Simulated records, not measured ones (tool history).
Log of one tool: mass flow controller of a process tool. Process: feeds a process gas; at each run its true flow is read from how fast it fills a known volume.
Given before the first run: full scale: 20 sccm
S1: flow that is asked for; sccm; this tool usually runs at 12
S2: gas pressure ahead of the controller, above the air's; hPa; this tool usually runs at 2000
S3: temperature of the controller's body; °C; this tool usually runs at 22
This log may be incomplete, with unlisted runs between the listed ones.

{"run": 1, "hour": 0.0, "S1": 12, "S2": 2000, "S3": 22, "true flow (%)": 101.17}
{"run": 2, "hour": 473.2, "S1": 4, "S2": 2000, "S3": 22, "true flow (%)": 98.79}
{"run": 3, "hour": 1045.4, "S1": 12, "S2": 2000, "S3": 22, "true flow (%)": 101.05}
{"run": 4, "hour": 1281.2, "S1": 8, "S2": 2000, "S3": 22, "true flow (%)": 100.12}
{"run": 5, "hour": 1719.7, "S1": 8, "S2": 2000, "S3": 22, "true flow (%)": 100.09}
{"run": 6, "hour": 2065.7, "S1": 3, "S2": 2000, "S3": 22, "true flow (%)": 96.69}
{"run": 7, "hour": 2395.5, "S1": 16, "S2": 2000, "S3": 22, "true flow (%)": 101.48}
{"run": 8, "hour": 2729.5, "S1": 4, "S2": 2000, "S3": 22, "true flow (%)": 97.61}
{"run": 9, "hour": 3121.0, "S1": 15, "S2": 2000, "S3": 22, "true flow (%)": 101.37}
{"run": 10, "hour": 3533.3, "S1": 15, "S2": 2000, "S3": 22, "true flow (%)": 101.4}
{"run": 11, "hour": 3953.8, "S1": 15, "S2": 2000, "S3": 22, "true flow (%)": 101.35}
{"hour": 4275.0, "done": "controller exchanged for a calibrated one"}
{"run": 12, "hour": 4330.3, "S1": 15, "S2": 2000, "S3": 22, "true flow (%)": 99.84}
{"run": 13, "hour": 4719.1, "S1": 12, "S2": 2000, "S3": 22, "true flow (%)": 99.64}
{"run": 14, "hour": 5189.1, "S1": 12, "S2": 2000, "S3": 22, "true flow (%)": 99.46}
{"run": 15, "hour": 5663.5, "S1": 12, "S2": 2000, "S3": 22, "true flow (%)": 99.51}
{"run": 16, "hour": 6235.6, "S1": 12, "S2": 2000, "S3": 22, "true flow (%)": 99.36}
{"run": 17, "hour": 6679.3, "S1": 12, "S2": 2000, "S3": 22, "true flow (%)": 99.26}
{"run": 18, "hour": 7170.1, "S1": 2, "S2": 2000, "S3": 22, "true flow (%)": 95.54}
{"run": 19, "hour": 7541.3, "S1": 12, "S2": 2000, "S3": 22, "true flow (%)": 99.26}
{"run": 20, "hour": 7778.1, "S1": 12, "S2": 2000, "S3": 22, "true flow (%)": 99.4}
{"run": 21, "hour": 8163.5, "S1": 12, "S2": 2000, "S3": 22, "true flow (%)": 99.46}
{"run": 22, "hour": 8437.3, "S1": 12, "S2": 2000, "S3": 35, "true flow (%)": 98.95}
{"run": 23, "hour": 8990.6, "S1": 7, "S2": 2000, "S3": 22, "true flow (%)": 98.29}
{"run": 24, "hour": 9374.2, "S1": 7, "S2": 2000, "S3": 22, "true flow (%)": 98.13}
{"run": 25, "hour": 9929.9, "S1": 6, "S2": 1840, "S3": 28, "true flow (%)": 97.32}
{"run": 26, "hour": 10440.1, "S1": 8, "S2": 1840, "S3": 32, "true flow (%)": 97.87}
{"run": 27, "hour": 10691.2, "S1": 2, "S2": 2510, "S3": 29, "true flow (%)": 90.86}
{"run": 28, "hour": 11084.5, "S1": 3, "S2": 1720, "S3": 27, "true flow (%)": 93.79}
{"run": 29, "hour": 11406.3, "S1": 3, "S2": 1570, "S3": 32, "true flow (%)": 93.49}
{"run": 30, "hour": 11761.5, "S1": 10, "S2": 1700, "S3": 36, "true flow (%)": 98.31}
{"run": 31, "hour": 12074.4, "S1": 15, "S2": 1520, "S3": 23, "true flow (%)": 99.72}
{"run": 32, "hour": 12432.8, "S1": 15, "S2": 2020, "S3": 22, "true flow (%)": 99.56}
{"run": 33, "hour": 13003.9, "S1": 18, "S2": 2000, "S3": 30, "true flow (%)": 99.78}
{"run": 34, "hour": 13239.7, "S1": 12, "S2": 2500, "S3": 33, "true flow (%)": 98.5}
{"run": 35, "hour": 13626.1, "S1": 4, "S2": 2550, "S3": 25, "true flow (%)": 93.89}
{"run": 36, "hour": 13943.5, "S1": 12, "S2": 2220, "S3": 35, "true flow (%)": 98.5}
{"run": 37, "hour": 14520.9, "S1": 12, "S2": 2220, "S3": 35, "true flow (%)": 98.36}
{"run": 38, "hour": 14815.0, "S1": 17, "S2": 2390, "S3": 26, "true flow (%)": 99.7}
{"run": 39, "hour": 15141.7, "S1": 17, "S2": 1580, "S3": 36, "true flow (%)": 99.61}
{"run": 40, "hour": 15537.0, "S1": 5, "S2": 2200, "S3": 23, "true flow (%)": 94.64}
{"hour": 15635.9, "done": "controller's zero set anew"}
{"run": 41, "hour": 15783.3, "S1": 5, "S2": 2200, "S3": 23, "true flow (%)": 100.63}
{"run": 42, "hour": 16359.3, "S1": 5, "S2": 2640, "S3": 23, "true flow (%)": 100.17}
{"run": 43, "hour": 16879.7, "S1": 17, "S2": 1770, "S3": 23, "true flow (%)": 101.74}
{"run": 44, "hour": 17373.1, "S1": 4, "S2": 2190, "S3": 29, "true flow (%)": 99.43}
{"run": 45, "hour": 17797.9, "S1": 13, "S2": 1450, "S3": 26, "true flow (%)": 101.35}
{"run": 46, "hour": 18318.7, "S1": 12, "S2": 2000, "S3": 20, "true flow (%)": 101.15}
{"run": 47, "hour": 18664.7, "S1": 12, "S2": 2260, "S3": 20, "true flow (%)": 101.18}
{"run": 48, "hour": 18989.3, "S1": 2, "S2": 1670, "S3": 20, "true flow (%)": 96.74}

Selected run-to-run steps in true flow (%), each split into two signed amounts: the part the tool would show with no hidden state at all (from settings, incoming material and random variation), and the remainder, which goes to the hidden state together with any gauge scatter not common to the measured and the hidden-state-free results:
The tool's hidden condition here consists of: flow at rest that the sensor doesn't see, % of full scale; true flow over the shown one, %; drift of the gauge itself on true_pct, %.
Run 26 -> 27: S1 8 -> 2, S2 1840 -> 2510, S3 32 -> 29. true flow (%) -7.01: hidden state -6.36, all else -0.65.
Run 29 -> 30: S1 3 -> 10, S2 1570 -> 1700, S3 32 -> 36. true flow (%) +4.82: hidden state +4.35, all else +0.47.
Run 39 -> 40: S1 17 -> 5, S2 1580 -> 2200, S3 36 -> 23. true flow (%) -4.97: hidden state -4.22, all else -0.75.
Run 40 -> 41: controller's zero set anew. true flow (%) +5.99: hidden state +5.88, all else +0.11.
